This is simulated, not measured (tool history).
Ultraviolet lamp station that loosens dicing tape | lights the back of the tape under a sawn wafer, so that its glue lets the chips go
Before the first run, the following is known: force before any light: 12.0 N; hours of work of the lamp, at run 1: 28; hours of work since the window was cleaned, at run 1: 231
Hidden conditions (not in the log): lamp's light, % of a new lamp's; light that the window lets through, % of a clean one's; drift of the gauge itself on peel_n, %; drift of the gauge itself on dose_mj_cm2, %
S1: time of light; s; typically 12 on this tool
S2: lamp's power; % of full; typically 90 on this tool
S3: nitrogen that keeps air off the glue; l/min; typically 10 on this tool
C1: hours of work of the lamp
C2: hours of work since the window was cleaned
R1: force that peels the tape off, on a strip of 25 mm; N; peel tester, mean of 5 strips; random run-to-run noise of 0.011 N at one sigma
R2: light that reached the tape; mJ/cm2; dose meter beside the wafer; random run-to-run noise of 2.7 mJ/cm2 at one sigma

| run | day | S1 | S2 | S3 | C1 | C2 | R1 | R2 |
|---|---|---|---|---|---|---|---|---|
| 1 | 0 | 12 | 90 | 10 | 28 | 231 | 0.603 | 330 |
| 2 | 0.421 | 12 | 90 | 10 | 34 | 238 | 0.571 | 329 |
| 3 | 0.988 | 12 | 90 | 10 | 43 | 247 | 0.603 | 325 |
| 4 | 1.321 | 12 | 90 | 10 | 49 | 252 | 0.607 | 322 |
| 5 | 1.975 | 12 | 63 | 10 | 59 | 262 | 1.364 | 225 |
| 6 | 2.279 | 12 | 63 | 10 | 64 | 267 | 1.368 | 224 |
| 7 | 2.721 | 12 | 90 | 10 | 71 | 274 | 0.639 | 319 |
| 8 | 3.317 | 12 | 90 | 10 | 80 | 284 | 0.623 | 316 |
| 9 | 3.746 | 14 | 90 | 10 | 87 | 290 | 0.456 | 376 |
| 10 | 4.221 | 12 | 90 | 10 | 95 | 298 | 0.65 | 316 |
| 11 | 4.875 | 12 | 90 | 10 | 105 | 308 | 0.657 | 310 |
| 12 | 5.546 | 12 | 90 | 10 | 116 | 319 | 0.669 | 317 |
| 13 | 5.9 | 12 | 90 | 10 | 121 | 324 | 0.678 | 311 |
| 14 | 6.308 | 12 | 73 | 10 | 128 | 331 | 1.099 | 250 |
| 15 | 6.692 | 12 | 90 | 10 | 134 | 337 | 0.676 | 313 |
| 16 | 7.375 | 7 | 68 | 10 | 145 | 348 | 3.086 | 130 |
| 17 | 8.008 | 7 | 90 | 19 | 155 | 358 | 1.562 | 179 |
| 18 | 8.342 | 11 | 90 | 4 | 160 | 363 | 1.534 | 283 |
|  | 8.404 | window cleaned of glue's vapour |
| 19 | 8.833 | 22 | 90 | 7 | 167 | 7 | 0.25 | 551 |
| 20 | 9.5 | 12 | 67 | 11 | 178 | 17 | 1.351 | 225 |
| 21 | 9.938 | 7 | 74 | 19 | 185 | 24 | 2.39 | 139 |
| 22 | 10.483 | 7 | 74 | 19 | 194 | 33 | 2.494 | 142 |
| 23 | 11.038 | 12 | 96 | 10 | 202 | 42 | 0.67 | 313 |
| 24 | 11.354 | 8 | 65 | 10 | 207 | 47 | 3.07 | 141 |
|  | 11.812 | window cleaned of glue's vapour, once more |
| 25 | 11.912 | 7 | 65 | 10 | 216 | 2 | 2.991 | 138 |
| 26 | 12.338 | 7 | 90 | 10 | 223 | 8 | 1.853 | 193 |
| 27 | 12.867 | 7 | 90 | 10 | 231 | 17 | 1.886 | 187 |
| 28 | 13.333 | 10 | 84 | 19 | 238 | 24 | 0.778 | 256 |
| 29 | 13.662 | 12 | 96 | 6 | 244 | 29 | 0.713 | 348 |
| 30 | 14.329 | 12 | 96 | 6 | 254 | 40 | 0.723 | 343 |

Forecast each of these 3 alternatives for the next run:
| A | 14.7 | 12 | 90 | 4 | 260 | 46 | ? | ? |
| B | 14.7 | 12 | 92 | 12 | 260 | 46 | ? | ? |
| C | 14.7 | 22 | 90 | 3 | 260 | 46 | ? | ? |

| run | R1 | R2 |
|---|---|---|
| A | 1.14 | 326 |
| B | 0.501 | 331 |
| C | 0.355 | 591 |
Stripped of hidden state, with their random variation kept, the same runs would have yielded:
| run | R1 | R2 |
|---|---|---|
| A | 0.932 | 357 |
| B | 0.403 | 363 |
| C | 0.294 | 648 |
